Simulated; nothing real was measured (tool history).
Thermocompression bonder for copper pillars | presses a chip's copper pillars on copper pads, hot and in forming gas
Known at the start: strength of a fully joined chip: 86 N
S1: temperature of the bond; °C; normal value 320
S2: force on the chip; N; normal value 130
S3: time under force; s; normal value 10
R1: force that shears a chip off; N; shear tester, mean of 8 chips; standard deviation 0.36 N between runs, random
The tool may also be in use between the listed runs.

{"run": 1, "hour": 0.0, "S1": 320, "S2": 130, "S3": 10, "R1": 52.7}
{"run": 2, "hour": 4.9, "S1": 320, "S2": 130, "S3": 10, "R1": 52.7}
{"run": 3, "hour": 10.7, "S1": 320, "S2": 185, "S3": 10, "R1": 62.1}
{"run": 4, "hour": 17.0, "S1": 320, "S2": 185, "S3": 10, "R1": 63.0}
{"run": 5, "hour": 27.7, "S1": 320, "S2": 185, "S3": 10, "R1": 62.3}
{"run": 6, "hour": 36.3, "S1": 320, "S2": 96, "S3": 10, "R1": 42.4}
{"run": 7, "hour": 42.6, "S1": 320, "S2": 130, "S3": 10, "R1": 51.2}
{"run": 8, "hour": 52.3, "S1": 320, "S2": 130, "S3": 10, "R1": 51.4}
{"run": 9, "hour": 57.1, "S1": 313, "S2": 135, "S3": 19, "R1": 59.3}
{"run": 10, "hour": 62.5, "S1": 308, "S2": 114, "S3": 10, "R1": 42.9}
{"run": 11, "hour": 71.0, "S1": 349, "S2": 123, "S3": 19, "R1": 68.4}
{"run": 12, "hour": 77.7, "S1": 320, "S2": 107, "S3": 12, "R1": 47.8}
{"run": 13, "hour": 88.6, "S1": 312, "S2": 130, "S3": 27, "R1": 62.0}
{"run": 14, "hour": 96.2, "S1": 312, "S2": 89, "S3": 9, "R1": 35.7}
{"run": 15, "hour": 107.9, "S1": 312, "S2": 89, "S3": 9, "R1": 39.0}

Between the runs listed above, the log contained 1 entry, not reproduced here. Where in the sequence does each belong, and how does what the log doesn't record of the tool's condition differ from the listed run before to the listed run after?
From run 14 to run 15: forming gas filter changed (hour 105.7)
  force that reaches the chip, % of what is set: 107.8 -> 107.9; oxide that the forming gas leaves, % of the face: 8.28 -> 0.69
  measured minus no-state result, R1: -0.1 -> +2.9 N
